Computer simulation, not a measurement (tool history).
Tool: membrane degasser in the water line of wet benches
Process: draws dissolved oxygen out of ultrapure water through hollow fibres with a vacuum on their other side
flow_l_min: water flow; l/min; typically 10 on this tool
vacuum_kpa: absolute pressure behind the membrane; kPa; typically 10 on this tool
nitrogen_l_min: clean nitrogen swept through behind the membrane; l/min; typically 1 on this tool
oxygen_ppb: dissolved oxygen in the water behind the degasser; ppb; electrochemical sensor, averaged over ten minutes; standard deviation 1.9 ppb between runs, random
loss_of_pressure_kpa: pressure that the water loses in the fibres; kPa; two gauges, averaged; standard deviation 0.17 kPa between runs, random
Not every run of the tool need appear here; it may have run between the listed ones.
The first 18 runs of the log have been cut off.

{"run": 19, "hour": 647.4, "flow_l_min": 11, "vacuum_kpa": 7.5, "nitrogen_l_min": 1, "oxygen_ppb": 152.6, "loss_of_pressure_kpa": 29.08}
{"run": 20, "hour": 674.5, "flow_l_min": 13, "vacuum_kpa": 10, "nitrogen_l_min": 1, "oxygen_ppb": 284.2, "loss_of_pressure_kpa": 34.49}
{"run": 21, "hour": 716.9, "flow_l_min": 8, "vacuum_kpa": 11.8, "nitrogen_l_min": 1, "oxygen_ppb": 173.1, "loss_of_pressure_kpa": 21.18}
{"run": 22, "hour": 758.6, "flow_l_min": 6, "vacuum_kpa": 8.2, "nitrogen_l_min": 0.95, "oxygen_ppb": 78.6, "loss_of_pressure_kpa": 15.82}
{"hour": 764.4, "done": "vacuum gauge calibrated"}
{"run": 23, "hour": 802.4, "flow_l_min": 9, "vacuum_kpa": 23.3, "nitrogen_l_min": 0.52, "oxygen_ppb": 743, "loss_of_pressure_kpa": 23.72}
{"run": 24, "hour": 837.2, "flow_l_min": 12, "vacuum_kpa": 10.6, "nitrogen_l_min": 2.08, "oxygen_ppb": 163, "loss_of_pressure_kpa": 31.61}
{"run": 25, "hour": 860.4, "flow_l_min": 15, "vacuum_kpa": 10, "nitrogen_l_min": 1, "oxygen_ppb": 361.9, "loss_of_pressure_kpa": 39.52}
{"run": 26, "hour": 891.3, "flow_l_min": 10, "vacuum_kpa": 22.6, "nitrogen_l_min": 1, "oxygen_ppb": 462, "loss_of_pressure_kpa": 26.8}
{"run": 27, "hour": 921.9, "flow_l_min": 10, "vacuum_kpa": 22.6, "nitrogen_l_min": 1, "oxygen_ppb": 466.5, "loss_of_pressure_kpa": 26.33}
{"run": 28, "hour": 968.7, "flow_l_min": 11, "vacuum_kpa": 10.6, "nitrogen_l_min": 0.85, "oxygen_ppb": 260.3, "loss_of_pressure_kpa": 29.05}
{"run": 29, "hour": 998.2, "flow_l_min": 11, "vacuum_kpa": 10.6, "nitrogen_l_min": 0.85, "oxygen_ppb": 253.8, "loss_of_pressure_kpa": 29.17}
{"run": 30, "hour": 1024.2, "flow_l_min": 9, "vacuum_kpa": 10, "nitrogen_l_min": 2.4, "oxygen_ppb": 77.1, "loss_of_pressure_kpa": 23.92}

3 ways to go on from here, each from the tool as it stands after run 30. What would each give?
{"run": "A", "hour": 1065.7, "flow_l_min": 10, "vacuum_kpa": 20.5, "nitrogen_l_min": 0.96, "oxygen_ppb": "?", "loss_of_pressure_kpa": "?"}
{"run": "B", "hour": 1065.7, "flow_l_min": 7, "vacuum_kpa": 10, "nitrogen_l_min": 2.4, "oxygen_ppb": "?", "loss_of_pressure_kpa": "?"}
{"run": "C", "hour": 1065.7, "flow_l_min": 13, "vacuum_kpa": 10, "nitrogen_l_min": 1, "oxygen_ppb": "?", "loss_of_pressure_kpa": "?"}

run=A oxygen_ppb=432.4 loss_of_pressure_kpa=26.4
run=B oxygen_ppb=52.6 loss_of_pressure_kpa=18.68
run=C oxygen_ppb=283.4 loss_of_pressure_kpa=34.08
Stripped of hidden state, with their random variation kept, the same runs would have yielded:
run=A oxygen_ppb=432 loss_of_pressure_kpa=26.38
run=B oxygen_ppb=52.5 loss_of_pressure_kpa=18.67
run=C oxygen_ppb=283.1 loss_of_pressure_kpa=34.06
